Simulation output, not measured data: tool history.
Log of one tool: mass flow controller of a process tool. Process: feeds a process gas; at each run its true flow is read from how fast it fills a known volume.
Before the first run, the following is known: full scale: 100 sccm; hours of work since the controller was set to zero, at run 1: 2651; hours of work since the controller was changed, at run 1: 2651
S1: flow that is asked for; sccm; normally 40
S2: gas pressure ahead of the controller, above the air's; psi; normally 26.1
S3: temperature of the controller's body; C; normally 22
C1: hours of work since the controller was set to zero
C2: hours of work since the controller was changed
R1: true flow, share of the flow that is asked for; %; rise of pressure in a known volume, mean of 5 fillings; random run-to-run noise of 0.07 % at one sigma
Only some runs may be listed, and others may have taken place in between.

Run 1, hour 0.0: usual settings; C1 2651; C2 2651. Result: R1 97.84 %.
Run 2, hour 191.6: usual settings but S2 24.1 psi; C1 2736; C2 2736. Result: R1 97.89 %.
Run 3, hour 349.4: usual settings; C1 2807; C2 2807. Result: R1 97.72 %.
Run 4, hour 538.1: usual settings but S2 21.0 psi; C1 2892; C2 2892. Result: R1 97.88 %.
Run 5, hour 689.2: usual settings but S2 21.0 psi; C1 2959; C2 2959. Result: R1 97.97 %.
Run 6, hour 959.2: usual settings but S2 20.3 psi; C1 3080; C2 3080. Result: R1 98.04 %.
Run 7, hour 1156.9: usual settings but S2 20.3 psi; C1 3169; C2 3169. Result: R1 97.88 %.
Run 8, hour 1373.8: usual settings but S2 20.7 psi; C1 3266; C2 3266. Result: R1 97.90 %.
Run 9, hour 1510.1: usual settings but S2 20.7 psi; C1 3327; C2 3327. Result: R1 97.86 %.
Run 10, hour 1683.1: usual settings but S2 20.7 psi, S3 27 C; C1 3405; C2 3405. Result: R1 98.49 %.
Run 11, hour 1824.3: usual settings; C1 3468; C2 3468. Result: R1 97.57 %.
Run 12, hour 2086.3: usual settings; C1 3585; C2 3585. Result: R1 97.64 %.
Run 13, hour 2212.0: usual settings; C1 3642; C2 3642. Result: R1 97.60 %.
Run 14, hour 2472.3: usual settings; C1 3758; C2 3758. Result: R1 97.52 %.
Run 15, hour 2742.9: usual settings; C1 3880; C2 3880. Result: R1 97.60 %.
Run 16, hour 2977.7: usual settings but S2 28.3 psi; C1 3985; C2 3985. Result: R1 97.46 %.
Run 17, hour 3249.7: usual settings but S2 28.3 psi; C1 4107; C2 4107. Result: R1 97.40 %.
Run 18, hour 3369.7: usual settings but S1 21 sccm; C1 4161; C2 4161. Result: R1 98.19 %.
Run 19, hour 3630.6: usual settings; C1 4277; C2 4277. Result: R1 97.47 %.
Run 20, hour 3746.2: usual settings but S1 62 sccm, S3 28 C; C1 4329; C2 4329. Result: R1 98.28 %.
Run 21, hour 4003.0: usual settings but S1 62 sccm, S2 26.3 psi, S3 27 C; C1 4444; C2 4444. Result: R1 98.24 %.
Run 22, hour 4218.0: usual settings but S1 62 sccm, S2 26.3 psi, S3 27 C; C1 4541; C2 4541. Result: R1 98.24 %.
Run 23, hour 4335.4: usual settings but S3 24 C; C1 4593; C2 4593. Result: R1 97.72 %.
Run 24, hour 4456.9: usual settings but S1 16 sccm; C1 4648; C2 4648. Result: R1 98.84 %.
Run 25, hour 4675.7: usual settings but S1 10 sccm, S3 35 C; C1 4746; C2 4746. Result: R1 102.18 %.
Run 26, hour 4936.6: usual settings but S1 32 sccm, S2 22.5 psi; C1 4863; C2 4863. Result: R1 97.69 %.
Run 27, hour 5110.8: usual settings but S1 16 sccm, S2 34.1 psi; C1 4941; C2 4941. Result: R1 98.47 %.
Run 28, hour 5316.3: usual settings but S1 16 sccm, S2 34.1 psi; C1 5033; C2 5033. Result: R1 98.60 %.
Run 29, hour 5519.8: usual settings but S1 16 sccm, S2 34.1 psi; C1 5124; C2 5124. Result: R1 98.40 %.
Run 30, hour 5696.5: usual settings but S1 16 sccm, S2 29.3 psi, S3 26 C; C1 5203; C2 5203. Result: R1 99.30 %.
Run 31, hour 5955.6: usual settings but S2 38.0 psi, S3 38 C; C1 5319; C2 5319. Result: R1 98.61 %.
Run 32, hour 6171.2: usual settings but S1 21 sccm, S3 36 C; C1 5416; C2 5416. Result: R1 99.75 %.

For run 33, what comes out?
Run 33, hour 6362.7: usual settings but S1 21 sccm, S3 36 C; C1 5502; C2 5502. Result: R1 ?.

R1: 99.86 %
If the tool had no hidden condition, the same run with the same run-to-run variation would have returned R1 99.15 %.
